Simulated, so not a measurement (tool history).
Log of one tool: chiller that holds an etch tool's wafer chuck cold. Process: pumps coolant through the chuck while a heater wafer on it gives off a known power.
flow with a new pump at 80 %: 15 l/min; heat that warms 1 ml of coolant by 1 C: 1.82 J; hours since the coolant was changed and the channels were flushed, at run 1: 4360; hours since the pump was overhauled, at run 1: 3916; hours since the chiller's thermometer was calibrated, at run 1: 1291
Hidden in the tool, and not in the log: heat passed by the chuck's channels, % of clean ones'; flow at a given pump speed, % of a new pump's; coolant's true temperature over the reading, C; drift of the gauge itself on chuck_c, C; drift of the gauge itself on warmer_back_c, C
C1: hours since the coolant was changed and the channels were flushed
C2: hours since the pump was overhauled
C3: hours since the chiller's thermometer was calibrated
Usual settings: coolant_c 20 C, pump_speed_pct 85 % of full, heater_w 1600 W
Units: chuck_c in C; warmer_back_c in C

Run 1, hour 0: usual settings; C1 4360; C2 3916; C3 1291. Result: chuck_c 34.6 C, warmer_back_c 3.6 C.
Run 2, hour 71.4: usual settings; C1 4432; C2 3988; C3 1363. Result: chuck_c 34.6 C, warmer_back_c 3.52 C.
Run 3, hour 136.3: usual settings but pump_speed_pct 73 % of full; C1 4497; C2 4052; C3 1427. Result: chuck_c 36.3 C, warmer_back_c 4.08 C.
Run 4, hour 250.2: usual settings but pump_speed_pct 73 % of full; C1 4610; C2 4166; C3 1541. Result: chuck_c 36.3 C, warmer_back_c 4.18 C.
Run 5, hour 326.2: usual settings but pump_speed_pct 73 % of full; C1 4686; C2 4242; C3 1617. Result: chuck_c 36.4 C, warmer_back_c 4.2 C.
Run 6, hour 431.3: usual settings but pump_speed_pct 73 % of full; C1 4792; C2 4347; C3 1722. Result: chuck_c 36.5 C, warmer_back_c 4.14 C.
Run 7, hour 518.5: usual settings but heater_w 1154 W; C1 4879; C2 4435; C3 1810. Result: chuck_c 30.9 C, warmer_back_c 2.55 C.
Run 8, hour 634.4: usual settings but heater_w 1639 W; C1 4995; C2 4551; C3 1926. Result: chuck_c 35.3 C, warmer_back_c 3.66 C.
Run 9, hour 721.2: usual settings; C1 5081; C2 4637; C3 2012. Result: chuck_c 35.2 C, warmer_back_c 3.64 C.
Run 10, hour 791.3: usual settings; C1 5152; C2 4707; C3 2082. Result: chuck_c 35.1 C, warmer_back_c 3.56 C.
Run 11, hour 858.1: usual settings; C1 5218; C2 4774; C3 2149. Result: chuck_c 35.4 C, warmer_back_c 3.6 C.
Run 12, hour 937.2: usual settings but pump_speed_pct 91 % of full; C1 5297; C2 4853; C3 2228. Result: chuck_c 34.6 C, warmer_back_c 3.34 C.
At hour 958.7: chiller's thermometer calibrated.
Run 13, hour 1041.3: usual settings but pump_speed_pct 91 % of full; C1 5401; C2 4956; C3 83. Result: chuck_c 34.8 C, warmer_back_c 3.44 C.
Run 14, hour 1160.3: usual settings; C1 5520; C2 5075; C3 202. Result: chuck_c 35.4 C, warmer_back_c 3.63 C.
Run 15, hour 1259.8: usual settings; C1 5619; C2 5175; C3 301. Result: chuck_c 35.5 C, warmer_back_c 3.65 C.
At hour 1331: chiller's thermometer calibrated, once more.
Run 16, hour 1341.9: usual settings; C1 5700; C2 5256; C3 11. Result: chuck_c 35.5 C, warmer_back_c 3.69 C.
Run 17, hour 1445.3: usual settings; C1 5804; C2 5359; C3 114. Result: chuck_c 35.4 C, warmer_back_c 3.7 C.
Run 18, hour 1530.4: usual settings but coolant_c 13 C, pump_speed_pct 84 % of full, heater_w 2277 W; C1 5889; C2 5445; C3 199. Result: chuck_c 35 C, warmer_back_c 5.29 C.
Run 19, hour 1584.4: usual settings but pump_speed_pct 86 % of full, heater_w 2266 W; C1 5943; C2 5499; C3 253. Result: chuck_c 41.7 C, warmer_back_c 5.13 C.
Run 20, hour 1705.7: usual settings but pump_speed_pct 86 % of full, heater_w 2266 W; C1 6064; C2 5620; C3 375. Result: chuck_c 41.8 C, warmer_back_c 5.16 C.

Run 21 comes next. What will it give?
Run 21, hour 1775.7: usual settings but coolant_c 28 C, pump_speed_pct 86 % of full, heater_w 810 W; C1 6134; C2 5690; C3 445. Result: chuck_c ?, warmer_back_c ?.

Run 21 gave chuck_c 35.7 C, warmer_back_c 1.81 C.
Without the tool's hidden state the same run would have given chuck_c 34.3 C, warmer_back_c 1.62 C.
